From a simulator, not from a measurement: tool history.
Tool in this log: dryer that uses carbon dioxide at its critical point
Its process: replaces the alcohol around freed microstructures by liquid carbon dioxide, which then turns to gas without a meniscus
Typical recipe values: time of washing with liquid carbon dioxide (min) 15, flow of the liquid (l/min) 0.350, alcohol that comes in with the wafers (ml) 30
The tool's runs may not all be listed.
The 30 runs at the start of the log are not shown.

run,hour,time of washing with liquid carbon dioxide (min),flow of the liquid (l/min),alcohol that comes in with the wafers (ml),hours of work since the filter was changed,hours of work since the purifier's bed was changed,alcohol left in the vessel before it's heated (ppm by volume)
31,498.6,16,0.528,26,389,221,147
32,511.3,16,0.528,26,397,230,152
33,520.7,16,0.263,103,404,236,3224
34,535.9,17,0.305,115,415,247,1726
35,555.9,10,0.412,115,429,261,3859
# hour 560.6: inlet filter changed
36,568.1,10,0.412,115,5,269,2358
37,587.3,15,0.350,26,19,283,344
38,605.9,15,0.234,30,32,296,1288
39,628.1,11,0.332,57,48,311,2037
40,641.2,10,0.533,49,57,320,479
41,654.3,15,0.327,110,66,330,1320
42,672.0,15,0.327,110,78,342,1367
43,693.0,17,0.223,71,93,357,2372
44,706.4,17,0.223,71,103,366,2447
45,717.8,11,0.424,30,111,375,600
46,738.1,19,0.350,30,125,389,278
47,757.2,12,0.214,25,139,402,2696

3 options for the next run, each taken on its own from the tool as it stands now. Forecast them:
A,769.0,14,0.214,25,147,411,?
B,769.0,16,0.365,25,147,411,?
C,769.0,14,0.452,30,147,411,?

run,alcohol left in the vessel before it's heated (ppm by volume)
A,1944
B,350
C,320
Without the tool's unlogged condition, the same runs would have read:
run,alcohol left in the vessel before it's heated (ppm by volume)
A,1481
B,93
C,75
